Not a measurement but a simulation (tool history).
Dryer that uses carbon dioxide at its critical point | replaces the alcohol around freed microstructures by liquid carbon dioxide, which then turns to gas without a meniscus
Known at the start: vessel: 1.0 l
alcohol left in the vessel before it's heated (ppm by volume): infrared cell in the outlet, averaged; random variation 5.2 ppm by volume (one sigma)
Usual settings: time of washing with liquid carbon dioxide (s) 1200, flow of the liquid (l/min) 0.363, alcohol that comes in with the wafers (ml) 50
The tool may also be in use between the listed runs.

run,hour,time of washing with liquid carbon dioxide (s),flow of the liquid (l/min),alcohol that comes in with the wafers (ml),alcohol left in the vessel before it's heated (ppm by volume)
1,0,1200,0.363,50,120
2,9.8,1200,0.363,50,105
3,19.2,1200,0.363,50,115
4,34.5,1200,0.363,50,117
5,50.1,1200,0.363,50,115
6,60.6,1200,0.363,50,124
7,74.1,1200,0.363,50,124
8,84.7,1200,0.363,71,178
9,101.7,1200,0.363,71,176
10,111.7,1200,0.363,71,179
11,125.9,1200,0.363,71,179
12,142.1,1200,0.363,50,127
13,151.4,1440,0.363,50,43
14,164.4,1440,0.363,50,47
15,172.7,1200,0.363,102,266
16,189.5,1200,0.363,102,266
17,201.9,1200,0.313,31,180
18,214.8,1200,0.313,31,190
19,231.7,1200,0.313,31,196
20,246.6,1020,0.312,50,654
21,261.8,1140,0.451,50,57
22,270.2,1200,0.292,50,434
23,277.5,840,0.319,21,577
24,288.6,1200,0.283,28,304
25,299.4,1740,0.426,120,22

Forecast run 26:
26,313.4,1740,0.426,120,?

{"run 26": {"alcohol left in the vessel before it's heated (ppm by volume)": 18}}
Without the tool's hidden state the same run would have given alcohol left in the vessel before it's heated (ppm by volume) 6.
